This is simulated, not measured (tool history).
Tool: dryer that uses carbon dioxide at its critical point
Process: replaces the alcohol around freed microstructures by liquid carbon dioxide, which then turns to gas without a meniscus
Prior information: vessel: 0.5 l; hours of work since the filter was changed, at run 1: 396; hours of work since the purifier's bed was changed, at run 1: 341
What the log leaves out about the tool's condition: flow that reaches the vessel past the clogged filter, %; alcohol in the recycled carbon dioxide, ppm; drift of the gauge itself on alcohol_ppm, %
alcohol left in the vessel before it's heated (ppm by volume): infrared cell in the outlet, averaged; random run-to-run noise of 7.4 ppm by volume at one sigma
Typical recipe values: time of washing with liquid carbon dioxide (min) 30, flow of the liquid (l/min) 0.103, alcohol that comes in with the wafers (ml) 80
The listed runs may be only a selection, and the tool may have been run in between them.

run   hour  time of washing with liquid carbon dioxide (min)  flow of the liquid (l/min)  alcohol that comes in with the wafers (ml)  hours of work since the filter was changed  hours of work since the purifier's bed was changed  alcohol left in the vessel before it's heated (ppm by volume)
  1    0.0                                                30                       0.103                                          80                                         396                                                 341                                                            599
  2   12.4                                                30                       0.103                                          80                                         403                                                 348                                                            600
  3   32.0                                                30                       0.103                                          80                                         413                                                 358                                                            596
  4   48.6                                                19                       0.103                                          80                                         422                                                 367                                                           4533
  5   62.2                                                30                       0.103                                         108                                         429                                                 374                                                            835
  6   75.4                                                30                       0.103                                         108                                         436                                                 381                                                            815
  7   93.9                                                26                       0.103                                          80                                         445                                                 391                                                           1278
  8  119.6                                                26                       0.103                                          80                                         459                                                 404                                                           1303
  9  144.9                                                26                       0.103                                          80                                         472                                                 417                                                           1321
 10  160.9                                                26                       0.103                                          80                                         480                                                 426                                                           1323
 11  176.5                                                26                       0.103                                          80                                         489                                                 434                                                           1342
 12  201.0                                                26                       0.103                                          80                                         502                                                 447                                                           1306
     227.0  -- inlet filter changed
 13  227.5                                                26                       0.103                                          80                                           0                                                 460                                                            904
 14  239.1                                                30                       0.103                                          80                                           6                                                 466                                                            428
 15  251.1                                                30                       0.103                                          80                                          13                                                 472                                                            436
 16  265.9                                                30                       0.103                                          80                                          20                                                 480                                                            437
 17  290.4                                                30                       0.103                                          80                                          33                                                 493                                                            440
 18  314.9                                                30                       0.103                                          80                                          46                                                 506                                                            441
 19  334.3                                                30                       0.103                                          80                                          56                                                 516                                                            454
 20  348.0                                                30                       0.103                                          80                                          63                                                 523                                                            458
 21  363.4                                                30                       0.159                                          80                                          72                                                 531                                                             87
 22  383.4                                                30                       0.103                                          80                                          82                                                 542                                                            477
 23  394.7                                                30                       0.103                                          80                                          88                                                 548                                                            484
 24  419.2                                                30                       0.103                                          80                                         101                                                 561                                                            480
 25  430.8                                                30                       0.103                                          80                                         107                                                 567                                                            490
     450.5  -- purifier's bed changed
 26  451.9                                                30                       0.146                                         116                                         116                                                   1                                                             43
 27  470.0                                                30                       0.146                                         116                                         126                                                  10                                                             43
 28  492.7                                                30                       0.068                                          30                                         138                                                  22                                                           1281
 29  505.6                                                24                       0.084                                          39                                         145                                                  29                                                           1672
 30  525.8                                                24                       0.074                                          34                                         155                                                  39                                                           2435
 31  547.2                                                24                       0.074                                          34                                         166                                                  51                                                           2368
 32  563.1                                                37                       0.103                                          27                                         175                                                  59                                                             59
 33  589.0                                                30                       0.103                                          78                                         188                                                  73                                                            444
 34  610.7                                                19                       0.133                                          80                                         200                                                  84                                                           1282
 35  625.7                                                19                       0.133                                          80                                         207                                                  92                                                           1272
 36  650.8                                                19                       0.133                                          80                                         221                                                 105                                                           1240
 37  667.6                                                18                       0.103                                          80                                         229                                                 114                                                           4781
 38  687.8                                                18                       0.103                                          80                                         240                                                 124                                                           4801
 39  712.4                                                26                       0.154                                          62                                         253                                                 137                                                             65
 40  728.1                                                29                       0.103                                          33                                         261                                                 146                                                            253
 41  753.3                                                47                       0.103                                          80                                         274                                                 159                                                             53
 42  766.9                                                47                       0.103                                          80                                         281                                                 166                                                             43
 43  778.3                                                34                       0.129                                          89                                         287                                                 172                                                             77
 44  792.0                                                34                       0.129                                          89                                         295                                                 179                                                             73
 45  810.0                                                34                       0.129                                          89                                         304                                                 188                                                             76
 46  830.0                                                30                       0.097                                          51                                         315                                                 199                                                            485

Consider 4 possible next runs. They are alternatives, not a sequence: every one starts from the tool as it was left by run 46. What does each give?
  A  841.4                                                30                       0.103                                          36                                         321                                                 205                                                              ?
  B  841.4                                                30                       0.068                                          80                                         321                                                 205                                                              ?
  C  841.4                                                33                       0.147                                          51                                         321                                                 205                                                              ?
  D  841.4                                                30                       0.097                                          74                                         321                                                 205                                                              ?

run  alcohol left in the vessel before it's heated (ppm by volume)
  A                                                            262
  B                                                           3876
  C                                                             48
  D                                                            709
The same runs, with their run-to-run variation unchanged, on a tool lacking any hidden condition would have given:
run  alcohol left in the vessel before it's heated (ppm by volume)
  A                                                            168
  B                                                           3072
  C                                                             16
  D                                                            492

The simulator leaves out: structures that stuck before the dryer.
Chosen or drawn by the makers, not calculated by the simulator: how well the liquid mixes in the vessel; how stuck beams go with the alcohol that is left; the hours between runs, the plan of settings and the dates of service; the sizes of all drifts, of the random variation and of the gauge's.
